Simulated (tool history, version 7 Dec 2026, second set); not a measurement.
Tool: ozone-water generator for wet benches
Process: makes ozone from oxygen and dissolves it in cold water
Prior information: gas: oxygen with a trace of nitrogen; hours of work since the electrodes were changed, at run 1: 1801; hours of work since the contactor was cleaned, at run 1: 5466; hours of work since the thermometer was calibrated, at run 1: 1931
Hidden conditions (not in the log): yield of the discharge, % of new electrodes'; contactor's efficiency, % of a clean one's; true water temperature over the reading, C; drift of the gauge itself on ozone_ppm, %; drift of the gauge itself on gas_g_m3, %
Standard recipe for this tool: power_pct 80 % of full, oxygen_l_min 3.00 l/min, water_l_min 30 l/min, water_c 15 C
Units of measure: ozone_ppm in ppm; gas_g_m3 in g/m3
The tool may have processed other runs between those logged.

run	hour	power_pct	oxygen_l_min	water_l_min	water_c	hours of work since the electrodes were changed	hours of work since the contactor was cleaned	hours of work since the thermometer was calibrated	ozone_ppm	gas_g_m3
1	0.0	80	3.00	30	15	1801	5466	1931	14.8	234.0
2	70.9	80	2.39	30	15	1846	5510	1976	13.4	250.7
3	141.5	80	2.39	30	15	1890	5555	2020	13.1	248.7
4	291.8	80	2.39	30	15	1985	5650	2115	13.2	249.5
5	361.6	80	3.00	30	15	2029	5694	2159	14.7	231.3
6	434.1	80	3.00	30	15	2075	5739	2205	14.7	231.2
7	548.3	80	3.00	30	12	2147	5811	2277	14.9	230.9
8	695.6	48	3.00	30	12	2240	5904	2370	10.1	158.0
9	839.7	48	3.00	30	12	2331	5995	2461	10.2	157.9
10	925.4	48	3.00	30	12	2385	6049	2515	10.3	157.0
11	1047.0	41	3.00	30	15	2461	6126	2591	8.9	139.3
12	1159.9	80	3.00	31	15	2532	6197	2662	14.0	228.8
13	1242.2	80	3.00	31	9	2584	6249	2714	14.3	228.8
14	1380.4	80	3.00	31	9	2671	6336	2801	14.6	228.8
15	1469.3	80	3.00	31	9	2727	6392	2857	14.4	224.3
16	1583.9	80	3.00	31	9	2800	6464	2930	14.5	225.0
17	1696.2	94	3.00	30	15	2870	6535	3000	16.1	252.0
18	1760.7	80	4.09	30	15	2911	6576	3041	16.3	203.7
19	1824.0	80	4.09	30	15	2951	6616	3081	15.9	204.2
20	1956.2	70	3.00	30	10	3034	6699	3164	13.4	204.3
21	2022.0	83	4.90	18	15	3076	6740	3206	26.6	197.5
22	2140.8	79	3.77	46	23	3151	6815	3281	9.3	206.0
23	2242.6	79	3.77	46	23	3215	6879	3345	9.5	205.9
24	2364.0	79	3.77	46	23	3291	6956	3421	9.2	205.1
25	2500.1	53	3.00	30	9	3377	7042	3507	10.9	163.1
26	2646.6	53	3.00	30	9	3470	7134	3600	10.8	164.5
27	2723.2	94	5.14	30	14	3518	7182	3648	19.6	206.7
28	2801.9	94	5.14	30	14	3567	7232	3697	19.8	208.8
29	2887.9	41	3.38	37	14	3622	7286	3752	7.4	131.9
30	2995.0	41	3.38	37	14	3689	7354	3819	7.2	130.6
31	3094.9	41	3.38	37	14	3752	7417	3882	7.3	131.6
32	3185.5	41	3.38	37	14	3809	7474	3939	7.3	132.1

4 ways to go on from here, each from the tool as it stands after run 32. What would each give?
A	3282.6	41	3.38	37	10	3870	7535	4000	?	?
B	3282.6	80	4.05	30	7	3870	7535	4000	?	?
C	3282.6	41	3.58	26	16	3870	7535	4000	?	?
D	3282.6	80	1.95	27	15	3870	7535	4000	?	?

run	ozone_ppm	gas_g_m3
A	7.6	133.8
B	16.7	198.6
C	10.5	129.0
D	12.5	252.0
Without the tool's hidden state the same runs would have given:
run	ozone_ppm	gas_g_m3
A	8.6	142.0
B	19.7	221.2
C	11.7	137.0
D	14.7	280.7

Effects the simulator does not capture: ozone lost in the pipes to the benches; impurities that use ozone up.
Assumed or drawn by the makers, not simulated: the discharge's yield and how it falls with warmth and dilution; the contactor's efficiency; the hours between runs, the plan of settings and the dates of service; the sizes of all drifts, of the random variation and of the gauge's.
